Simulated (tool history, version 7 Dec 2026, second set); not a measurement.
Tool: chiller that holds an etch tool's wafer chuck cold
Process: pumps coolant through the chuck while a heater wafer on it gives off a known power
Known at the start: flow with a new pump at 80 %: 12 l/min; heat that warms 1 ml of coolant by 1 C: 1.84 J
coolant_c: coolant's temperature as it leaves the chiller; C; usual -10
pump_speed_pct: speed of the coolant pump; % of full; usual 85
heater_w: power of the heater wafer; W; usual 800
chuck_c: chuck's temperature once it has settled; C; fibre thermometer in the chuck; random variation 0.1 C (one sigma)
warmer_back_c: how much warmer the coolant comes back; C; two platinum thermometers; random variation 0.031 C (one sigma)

| run | hour | coolant_c | pump_speed_pct | heater_w | chuck_c | warmer_back_c |
|---|---|---|---|---|---|---|
| 1 | 0.0 | -10 | 85 | 800 | -3.6 | 2.04 |
| 2 | 14.8 | -10 | 85 | 800 | -3.6 | 2.08 |
| 3 | 28.1 | -10 | 85 | 800 | -3.7 | 2.06 |
| 4 | 58.2 | -10 | 85 | 800 | -3.5 | 2.10 |
| 5 | 74.5 | -10 | 85 | 800 | -3.4 | 2.10 |
| 6 | 87.4 | -10 | 85 | 800 | -3.6 | 2.11 |
| 7 | 112.1 | -10 | 85 | 800 | -3.9 | 2.15 |
| 8 | 128.6 | -10 | 85 | 800 | -3.4 | 2.14 |
| 9 | 154.6 | -10 | 85 | 800 | -3.5 | 2.22 |
| 10 | 183.1 | -17 | 85 | 800 | -10.5 | 2.20 |
| 11 | 212.1 | -17 | 85 | 800 | -10.5 | 2.17 |
| 12 | 230.2 | -10 | 85 | 800 | -3.6 | 2.22 |
| 13 | 260.3 | -10 | 85 | 800 | -3.3 | 2.22 |
| 14 | 285.9 | -10 | 85 | 800 | -3.6 | 2.23 |
| 15 | 304.5 | -10 | 85 | 800 | -3.6 | 2.25 |

Forecast run 16:
| 16 | 322.7 | -10 | 85 | 800 | ? | ? |

Run 16 gave chuck_c -3.7 C, warmer_back_c 2.25 C.
Without the tool's hidden state the same run would have given chuck_c -3.7 C, warmer_back_c 2.03 C.
